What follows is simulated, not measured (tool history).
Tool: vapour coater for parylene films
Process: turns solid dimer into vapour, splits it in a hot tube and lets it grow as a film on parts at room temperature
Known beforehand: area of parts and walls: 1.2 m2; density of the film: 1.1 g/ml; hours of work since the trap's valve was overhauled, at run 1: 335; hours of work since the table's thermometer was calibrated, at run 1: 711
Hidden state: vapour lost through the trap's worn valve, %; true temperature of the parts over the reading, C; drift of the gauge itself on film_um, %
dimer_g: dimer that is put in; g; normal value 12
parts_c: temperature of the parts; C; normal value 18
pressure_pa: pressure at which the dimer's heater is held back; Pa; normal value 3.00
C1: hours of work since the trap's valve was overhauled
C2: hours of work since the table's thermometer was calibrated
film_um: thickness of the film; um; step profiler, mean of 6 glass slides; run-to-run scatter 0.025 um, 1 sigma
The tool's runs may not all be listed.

Run 1, hour 0.0: usual settings; C1 335; C2 711. Result: film_um 5.29 um.
At hour 39.7: trap's valve overhauled.
Run 2, hour 58.8: usual settings but parts_c 23 C; C1 8; C2 734. Result: film_um 4.51 um.
Run 3, hour 85.2: usual settings but parts_c 23 C; C1 19; C2 745. Result: film_um 4.52 um.
Run 4, hour 135.2: usual settings but parts_c 23 C; C1 40; C2 766. Result: film_um 4.51 um.
Run 5, hour 160.5: usual settings but dimer_g 5 g; C1 50; C2 776. Result: film_um 2.22 um.
Run 6, hour 203.9: usual settings but dimer_g 5 g; C1 68; C2 794. Result: film_um 2.21 um.
Run 7, hour 231.4: usual settings but dimer_g 6 g, parts_c 19 C; C1 80; C2 806. Result: film_um 2.58 um.
Run 8, hour 278.0: usual settings but dimer_g 6 g, parts_c 19 C; C1 99; C2 825. Result: film_um 2.59 um.
Run 9, hour 304.8: usual settings but dimer_g 10 g, parts_c 27 C; C1 110; C2 836. Result: film_um 3.33 um.
Run 10, hour 331.3: usual settings but dimer_g 10 g, pressure_pa 4.99 Pa; C1 121; C2 847. Result: film_um 4.09 um.

Here are 4 independent what-if runs from the current tool condition. What would each one return?
Run A, hour 375.4: usual settings but parts_c 10 C; C1 139; C2 865. Result: film_um ?.
Run B, hour 375.4: usual settings but dimer_g 6 g, parts_c 28 C, pressure_pa 4.51 Pa; C1 139; C2 865. Result: film_um ?.
Run C, hour 375.4: usual settings but dimer_g 18 g, pressure_pa 4.99 Pa; C1 139; C2 865. Result: film_um ?.
Run D, hour 375.4: usual settings; C1 139; C2 865. Result: film_um ?.

run  film_um
  A     6.91
  B     1.81
  C     7.48
  D     5.34
With the hidden condition removed and each run's random variation left untouched, the same runs would have given:
run  film_um
  A     6.87
  B     1.80
  C     7.43
  D     5.31

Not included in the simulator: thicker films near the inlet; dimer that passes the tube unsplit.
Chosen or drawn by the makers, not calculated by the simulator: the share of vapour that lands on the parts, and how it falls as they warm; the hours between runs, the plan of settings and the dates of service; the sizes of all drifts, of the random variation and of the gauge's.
